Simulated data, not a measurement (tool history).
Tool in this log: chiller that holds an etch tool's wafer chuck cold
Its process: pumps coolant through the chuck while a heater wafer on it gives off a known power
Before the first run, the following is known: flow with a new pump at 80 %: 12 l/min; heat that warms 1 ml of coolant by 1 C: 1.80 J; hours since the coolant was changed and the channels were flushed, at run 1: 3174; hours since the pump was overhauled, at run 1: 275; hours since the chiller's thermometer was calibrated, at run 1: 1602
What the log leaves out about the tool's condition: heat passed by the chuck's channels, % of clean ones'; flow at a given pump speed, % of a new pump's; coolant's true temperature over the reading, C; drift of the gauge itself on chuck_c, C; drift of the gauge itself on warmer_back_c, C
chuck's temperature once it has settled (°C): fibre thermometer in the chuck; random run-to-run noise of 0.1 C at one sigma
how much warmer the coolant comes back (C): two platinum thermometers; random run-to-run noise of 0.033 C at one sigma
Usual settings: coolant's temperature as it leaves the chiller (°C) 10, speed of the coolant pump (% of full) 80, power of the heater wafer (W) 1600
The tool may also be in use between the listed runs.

| run | day | coolant's temperature as it leaves the chiller (°C) | speed of the coolant pump (% of full) | power of the heater wafer (W) | hours since the coolant was changed and the channels were flushed | hours since the pump was overhauled | hours since the chiller's thermometer was calibrated | chuck's temperature once it has settled (°C) | how much warmer the coolant comes back (C) |
|---|---|---|---|---|---|---|---|---|---|
| 1 | 0 | 10 | 80 | 1600 | 3174 | 275 | 1602 | 21.4 | 4.45 |
| 2 | 5.442 | 10 | 80 | 1813 | 3305 | 406 | 1732 | 23.2 | 5.07 |
| 3 | 9.612 | 10 | 80 | 1813 | 3405 | 506 | 1832 | 23.3 | 5.03 |
| 4 | 13.675 | 10 | 80 | 1813 | 3502 | 603 | 1930 | 23.1 | 5.06 |
| 5 | 19.333 | 10 | 80 | 1813 | 3638 | 739 | 2066 | 23.2 | 5.05 |
| 6 | 24.508 | 10 | 80 | 960 | 3762 | 863 | 2190 | 16.8 | 2.7 |
| 7 | 27.775 | 10 | 89 | 1369 | 3841 | 942 | 2268 | 18.9 | 3.39 |

The next listed run, before its measurement:
| 8 | 32.004 | 10 | 89 | 1369 | 3942 | 1043 | 2370 | ? | ? |

For run 8 the tool returned chuck's temperature once it has settled (°C) 18.9, how much warmer the coolant comes back (C) 3.4.
With no hidden state in the tool, this same run would have given chuck's temperature once it has settled (°C) 18.9, how much warmer the coolant comes back (C) 3.35.
